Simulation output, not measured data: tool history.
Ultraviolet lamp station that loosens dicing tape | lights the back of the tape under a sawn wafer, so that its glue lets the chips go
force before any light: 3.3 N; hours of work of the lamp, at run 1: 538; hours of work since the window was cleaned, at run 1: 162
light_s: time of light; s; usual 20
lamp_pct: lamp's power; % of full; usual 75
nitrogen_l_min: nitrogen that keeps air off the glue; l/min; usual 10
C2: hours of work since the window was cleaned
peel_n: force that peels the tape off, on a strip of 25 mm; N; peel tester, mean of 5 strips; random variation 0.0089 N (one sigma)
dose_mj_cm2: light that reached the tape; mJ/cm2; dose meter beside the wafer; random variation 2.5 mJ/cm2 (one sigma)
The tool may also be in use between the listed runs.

{"run": 1, "hour": 0.0, "light_s": 20, "lamp_pct": 75, "nitrogen_l_min": 10, "hours of work of the lamp": 538, "C2": 162, "peel_n": 0.61, "dose_mj_cm2": 199}
{"run": 2, "hour": 87.1, "light_s": 25, "lamp_pct": 75, "nitrogen_l_min": 10, "hours of work of the lamp": 594, "C2": 219, "peel_n": 0.519, "dose_mj_cm2": 240}
{"run": 3, "hour": 129.9, "light_s": 20, "lamp_pct": 75, "nitrogen_l_min": 8, "hours of work of the lamp": 622, "C2": 247, "peel_n": 0.756, "dose_mj_cm2": 189}
{"run": 4, "hour": 201.7, "light_s": 20, "lamp_pct": 75, "nitrogen_l_min": 8, "hours of work of the lamp": 669, "C2": 293, "peel_n": 0.804, "dose_mj_cm2": 178}
{"run": 5, "hour": 276.7, "light_s": 20, "lamp_pct": 75, "nitrogen_l_min": 8, "hours of work of the lamp": 717, "C2": 342, "peel_n": 0.897, "dose_mj_cm2": 172}
{"hour": 285.8, "done": "window cleaned of glue's vapour"}
{"run": 6, "hour": 325.6, "light_s": 20, "lamp_pct": 75, "nitrogen_l_min": 8, "hours of work of the lamp": 749, "C2": 26, "peel_n": 0.741, "dose_mj_cm2": 185}
{"run": 7, "hour": 367.9, "light_s": 20, "lamp_pct": 74, "nitrogen_l_min": 10, "hours of work of the lamp": 776, "C2": 53, "peel_n": 0.727, "dose_mj_cm2": 183}
{"run": 8, "hour": 448.4, "light_s": 20, "lamp_pct": 74, "nitrogen_l_min": 10, "hours of work of the lamp": 829, "C2": 106, "peel_n": 0.806, "dose_mj_cm2": 168}
{"run": 9, "hour": 529.9, "light_s": 20, "lamp_pct": 74, "nitrogen_l_min": 10, "hours of work of the lamp": 881, "C2": 159, "peel_n": 0.865, "dose_mj_cm2": 158}
{"run": 10, "hour": 592.7, "light_s": 17, "lamp_pct": 81, "nitrogen_l_min": 7, "hours of work of the lamp": 922, "C2": 199, "peel_n": 1.067, "dose_mj_cm2": 143}
{"run": 11, "hour": 675.7, "light_s": 17, "lamp_pct": 81, "nitrogen_l_min": 3, "hours of work of the lamp": 976, "C2": 253, "peel_n": 1.365, "dose_mj_cm2": 134}
{"hour": 708.8, "done": "lamp changed"}
{"run": 12, "hour": 767.1, "light_s": 17, "lamp_pct": 81, "nitrogen_l_min": 3, "hours of work of the lamp": 38, "C2": 312, "peel_n": 0.772, "dose_mj_cm2": 226}
{"hour": 824.8, "done": "window cleaned of glue's vapour"}
{"run": 13, "hour": 824.8, "light_s": 24, "lamp_pct": 64, "nitrogen_l_min": 10, "hours of work of the lamp": 75, "C2": 0, "peel_n": 0.372, "dose_mj_cm2": 283}
{"run": 14, "hour": 903.7, "light_s": 24, "lamp_pct": 64, "nitrogen_l_min": 10, "hours of work of the lamp": 126, "C2": 51, "peel_n": 0.406, "dose_mj_cm2": 277}
{"run": 15, "hour": 978.4, "light_s": 24, "lamp_pct": 64, "nitrogen_l_min": 10, "hours of work of the lamp": 175, "C2": 100, "peel_n": 0.441, "dose_mj_cm2": 260}
{"run": 16, "hour": 1048.1, "light_s": 21, "lamp_pct": 67, "nitrogen_l_min": 10, "hours of work of the lamp": 220, "C2": 145, "peel_n": 0.534, "dose_mj_cm2": 228}

3 ways to go on from here, each from the tool as it stands after run 16. What would each give?
{"run": "A", "hour": 1132.1, "light_s": 20, "lamp_pct": 98, "nitrogen_l_min": 10, "hours of work of the lamp": 275, "C2": 200, "peel_n": "?", "dose_mj_cm2": "?"}
{"run": "B", "hour": 1132.1, "light_s": 12, "lamp_pct": 66, "nitrogen_l_min": 5, "hours of work of the lamp": 275, "C2": 200, "peel_n": "?", "dose_mj_cm2": "?"}
{"run": "C", "hour": 1132.1, "light_s": 37, "lamp_pct": 67, "nitrogen_l_min": 10, "hours of work of the lamp": 275, "C2": 200, "peel_n": "?", "dose_mj_cm2": "?"}

run=A peel_n=0.365 dose_mj_cm2=303
run=B peel_n=1.339 dose_mj_cm2=121
run=C peel_n=0.265 dose_mj_cm2=381
Without the tool's hidden state the same runs would have given:
run=A peel_n=0.267 dose_mj_cm2=387
run=B peel_n=1.057 dose_mj_cm2=155
run=C peel_n=0.212 dose_mj_cm2=486

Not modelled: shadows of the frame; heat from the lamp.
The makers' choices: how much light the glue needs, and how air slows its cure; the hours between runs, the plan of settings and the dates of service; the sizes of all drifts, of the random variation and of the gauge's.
